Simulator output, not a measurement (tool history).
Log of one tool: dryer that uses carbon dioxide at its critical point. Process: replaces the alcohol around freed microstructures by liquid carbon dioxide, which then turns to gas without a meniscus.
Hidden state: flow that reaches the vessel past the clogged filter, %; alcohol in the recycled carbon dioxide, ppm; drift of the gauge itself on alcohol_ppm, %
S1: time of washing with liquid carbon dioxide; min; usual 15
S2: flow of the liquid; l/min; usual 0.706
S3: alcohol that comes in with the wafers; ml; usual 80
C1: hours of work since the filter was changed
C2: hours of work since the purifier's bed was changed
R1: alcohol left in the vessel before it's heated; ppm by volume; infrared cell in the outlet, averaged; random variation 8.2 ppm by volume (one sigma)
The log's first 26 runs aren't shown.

run 27 day=9.279 | S1=15 S2=0.706 S3=28 | C1=146 C2=299 | R1=239
run 28 day=9.75 | S1=17 S2=0.706 S3=48 | C1=153 C2=306 | R1=238
run 29 day=10.096 | S1=23 S2=0.926 S3=80 | C1=158 C2=311 | R1=57
run 30 day=10.542 | S1=12 S2=0.476 S3=89 | C1=165 C2=317 | R1=4357
run 31 day=10.796 | S1=22 S2=0.702 S3=89 | C1=168 C2=321 | R1=151
run 32 day=11.092 | S1=15 S2=0.706 S3=21 | C1=173 C2=326 | R1=198
run 33 day=11.479 | S1=15 S2=0.706 S3=21 | C1=179 C2=331 | R1=201
run 34 day=11.967 | S1=17 S2=0.756 S3=21 | C1=186 C2=339 | R1=106
run 35 day=12.417 | S1=15 S2=0.848 S3=108 | C1=193 C2=345 | R1=387
run 36 day=12.683 | S1=18 S2=0.547 S3=108 | C1=196 C2=349 | R1=1103
run 37 day=12.917 | S1=11 S2=0.528 S3=32 | C1=200 C2=353 | R1=1559
run 38 day=13.412 | S1=14 S2=0.706 S3=105 | C1=207 C2=360 | R1=1068
run 39 day=13.879 | S1=14 S2=0.706 S3=105 | C1=214 C2=367 | R1=1119
run 40 day=14.096 | S1=14 S2=0.706 S3=105 | C1=218 C2=370 | R1=1121
run 41 day=14.512 | S1=16 S2=0.929 S3=33 | C1=224 C2=377 | R1=104
run 42 day=14.958 | S1=16 S2=0.929 S3=33 | C1=230 C2=383 | R1=101
run 43 day=15.292 | S1=9 S2=0.706 S3=47 | C1=235 C2=388 | R1=1972
run 44 day=15.571 | S1=16 S2=0.706 S3=80 | C1=239 C2=392 | R1=517
run 45 day=15.971 | S1=18 S2=0.706 S3=62 | C1=245 C2=398 | R1=253
run 46 day=16.283 | S1=18 S2=0.706 S3=62 | C1=250 C2=403 | R1=263
run 47 day=16.575 | S1=18 S2=0.706 S3=62 | C1=254 C2=407 | R1=268

Forecast each of these 4 alternatives for the next run:
run A day=16.825 | S1=12 S2=0.802 S3=105 | C1=258 C2=411 | R1=?
run B day=16.825 | S1=23 S2=0.705 S3=47 | C1=258 C2=411 | R1=?
run C day=16.825 | S1=17 S2=0.706 S3=40 | C1=258 C2=411 | R1=?
run D day=16.825 | S1=10 S2=0.961 S3=88 | C1=258 C2=411 | R1=?

run=A R1=1294
run=B R1=83
run=C R1=236
run=D R1=1119
Without the tool's hidden state the same runs would have given:
run=A R1=874
run=B R1=14
run=C R1=120
run=D R1=754

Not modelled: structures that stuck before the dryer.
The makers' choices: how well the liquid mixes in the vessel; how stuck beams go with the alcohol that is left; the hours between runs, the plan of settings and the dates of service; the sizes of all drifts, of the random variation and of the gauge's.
